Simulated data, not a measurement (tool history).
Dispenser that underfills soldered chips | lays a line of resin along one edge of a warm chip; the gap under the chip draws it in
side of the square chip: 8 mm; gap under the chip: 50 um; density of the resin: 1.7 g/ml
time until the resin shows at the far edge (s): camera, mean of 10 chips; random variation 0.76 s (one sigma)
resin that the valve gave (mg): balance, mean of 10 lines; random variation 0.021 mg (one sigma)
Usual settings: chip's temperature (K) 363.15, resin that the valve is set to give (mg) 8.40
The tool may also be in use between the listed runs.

run,hour,chip's temperature (K),resin that the valve is set to give (mg),time until the resin shows at the far edge (s),resin that the valve gave (mg)
1,0.0,363.15,8.40,106.3,8.20
2,8.1,363.15,8.40,173.2,8.23
# hour 9.4: new syringe of resin
# hour 15.0: dispensing valve cleaned and set on the balance
3,18.3,363.15,8.40,110.4,8.46
# hour 27.2: new syringe of resin
4,27.6,363.15,8.40,70.4,8.38
5,35.7,369.15,8.40,95.9,8.40
# hour 44.3: new syringe of resin
6,46.4,363.15,7.76,78.7,7.69
# hour 60.7: new syringe of resin
7,61.7,363.15,7.76,74.7,7.70
8,74.0,363.15,7.76,152.7,7.64
# hour 76.9: new syringe of resin
9,90.0,363.15,8.40,150.9,8.28
# hour 94.1: new syringe of resin
10,103.2,351.15,8.40,167.7,8.22
# hour 110.4: new syringe of resin
# hour 118.2: dispensing valve cleaned and set on the balance
11,120.3,351.15,8.40,162.4,8.42
# hour 128.3: new syringe of resin
12,136.4,351.15,8.40,158.2,8.35
# hour 144.8: new syringe of resin
13,146.1,351.15,8.40,106.2,8.33
14,157.7,363.15,7.71,150.9,7.59
# hour 161.3: new syringe of resin
15,166.6,363.15,7.71,92.9,7.63
# hour 178.0: new syringe of resin
16,182.3,363.15,7.71,86.9,7.59
17,192.9,375.15,8.40,115.3,8.23
# hour 194.7: new syringe of resin
18,202.7,375.15,8.40,78.5,8.21
# hour 211.6: new syringe of resin
19,217.1,361.15,7.34,100.3,7.18
# hour 220.4: dispensing valve cleaned and set on the balance
# hour 228.9: new syringe of resin
20,230.8,367.15,7.41,69.4,7.36
# hour 245.0: new syringe of resin
21,245.0,367.15,7.41,61.6,7.38
22,255.2,358.15,9.55,140.8,9.48
# hour 261.6: new syringe of resin
23,262.2,358.15,9.55,81.5,9.46
24,269.2,366.15,8.65,96.5,8.53
# hour 278.3: new syringe of resin
25,284.6,359.15,9.69,108.6,9.56
# hour 294.9: new syringe of resin
26,300.0,359.15,7.32,105.9,7.17
27,310.3,359.15,7.32,192.6,7.13
# hour 311.3: new syringe of resin
28,319.1,359.15,7.32,121.4,7.12
# hour 323.6: dispensing valve cleaned and set on the balance
29,327.1,358.15,8.21,183.9,8.20
# hour 328.8: new syringe of resin
30,342.9,375.15,7.98,108.9,7.96
# hour 345.2: new syringe of resin
31,353.8,373.15,10.16,79.4,10.13
# hour 361.9: new syringe of resin
32,363.4,376.15,8.40,50.1,8.30
33,373.3,375.15,7.25,95.6,7.16
# hour 378.4: new syringe of resin
34,386.0,377.15,10.60,67.8,10.42
35,392.5,350.15,8.50,221.6,8.34

Measured less the same run without the tool's hidden state. The same run-to-run variation is in both; the gauge's scatter may not be:
The hidden state here: resin's viscosity, % of fresh resin's; dose that the valve gives, % of what is set; true chip temperature over the reading, C; drift of the gauge itself on fill_s, %; drift of the gauge itself on given_mg, %.
run,time until the resin shows at the far edge (s),resin that the valve gave (mg)
1,+37.2,-0.18
2,+102.9,-0.19
3,+39.6,+0.02
4,+0.4,+0.00
5,+36.7,-0.01
6,+8.8,-0.03
7,+3.3,-0.07
8,+81.6,-0.10
9,+80.3,-0.14
10,+66.8,-0.17
11,+63.1,+0.00
12,+57.3,-0.04
13,+5.9,-0.06
14,+78.9,-0.08
15,+22.6,-0.10
16,+16.6,-0.13
17,+65.3,-0.16
18,+28.7,-0.19
19,+24.8,-0.20
20,+5.5,+0.00
21,-1.4,-0.03
22,+61.3,-0.07
23,-0.4,-0.09
24,+32.3,-0.10
25,+30.3,-0.16
26,+24.2,-0.14
27,+111.8,-0.17
28,+41.1,-0.19
29,+102.7,-0.01
30,+58.3,-0.04
31,+28.4,-0.08
32,+1.9,-0.09
33,+44.6,-0.10
34,+21.5,-0.18
35,+117.4,-0.16
